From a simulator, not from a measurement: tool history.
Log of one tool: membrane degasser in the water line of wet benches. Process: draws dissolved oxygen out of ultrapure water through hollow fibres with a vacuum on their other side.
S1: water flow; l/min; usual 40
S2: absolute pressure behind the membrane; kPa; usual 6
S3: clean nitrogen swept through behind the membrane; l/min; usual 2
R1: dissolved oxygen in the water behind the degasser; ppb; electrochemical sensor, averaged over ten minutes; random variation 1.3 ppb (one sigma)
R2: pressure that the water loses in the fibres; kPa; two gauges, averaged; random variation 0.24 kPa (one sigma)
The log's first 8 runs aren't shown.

| run | hour | S1 | S2 | S3 | R1 | R2 |
|---|---|---|---|---|---|---|
| 9 | 217.8 | 40 | 6 | 2 | 129.1 | 62.47 |
| 10 | 236.4 | 40 | 6 | 2 | 127.2 | 62.85 |
| 11 | 258.8 | 40 | 6 | 2 | 127.6 | 62.82 |
| 12 | 295.7 | 40 | 6 | 2 | 127.7 | 62.21 |
| 13 | 327.7 | 40 | 6 | 2 | 128.6 | 62.05 |
| 14 | 372.4 | 55 | 6 | 2 | 181.8 | 85.98 |
| 15 | 413.3 | 40 | 6 | 2.9 | 95.2 | 62.09 |
| 16 | 447 | 40 | 6 | 2.9 | 93.4 | 61.93 |
| 17 | 477.6 | 40 | 6 | 2.9 | 94.6 | 61.9 |
| 18 | 504.7 | 32 | 4.68 | 2.29 | 50.6 | 49.66 |
| 19 | 524.3 | 25 | 4.45 | 2.29 | 32 | 38.57 |
| 20 | 566.4 | 44 | 4.98 | 2.29 | 83.6 | 68.1 |
| 21 | 607.6 | 45 | 4.98 | 2.36 | 85.2 | 69.47 |
| 22 | 630.9 | 45 | 4.98 | 2.36 | 84.7 | 68.7 |
| 23 | 665 | 40 | 6 | 1.32 | 179.7 | 61.56 |
| 24 | 685.9 | 40 | 6 | 1.32 | 180.1 | 61.58 |
| 25 | 723.2 | 40 | 6 | 1.32 | 178.8 | 61.32 |
|  | 728.7 | gauge calibrated |
| 26 | 755 | 34 | 7.91 | 1.36 | 249.8 | 53.29 |
| 27 | 795.9 | 34 | 7.91 | 1.36 | 256.7 | 53.34 |
| 28 | 815.3 | 45 | 8.37 | 0.84 | 502.6 | 70.59 |
| 29 | 858 | 38 | 11.97 | 4.16 | 190.1 | 59.64 |
| 30 | 887.7 | 33 | 5.15 | 3.33 | 48.3 | 51.94 |
| 31 | 923.8 | 24 | 7.04 | 5.76 | 38.7 | 37.28 |
| 32 | 945.4 | 24 | 7.04 | 5.76 | 39.6 | 37.28 |
| 33 | 979.6 | 24 | 7.04 | 5.76 | 39 | 37.34 |

3 ways to go on from here, each from the tool as it stands after run 33. What would each give?
| A | 1007 | 51 | 5.67 | 4.2 | ? | ? |
| B | 1007 | 40 | 4.36 | 1.24 | ? | ? |
| C | 1007 | 43 | 14.01 | 4.25 | ? | ? |

| run | R1 | R2 |
|---|---|---|
| A | 84.8 | 80.18 |
| B | 83.1 | 62.77 |
| C | 253.8 | 66.5 |
Without the tool's hidden state the same runs would have given:
| run | R1 | R2 |
|---|---|---|
| A | 84.8 | 80.97 |
| B | 83.1 | 63.39 |
| C | 253.8 | 67.16 |
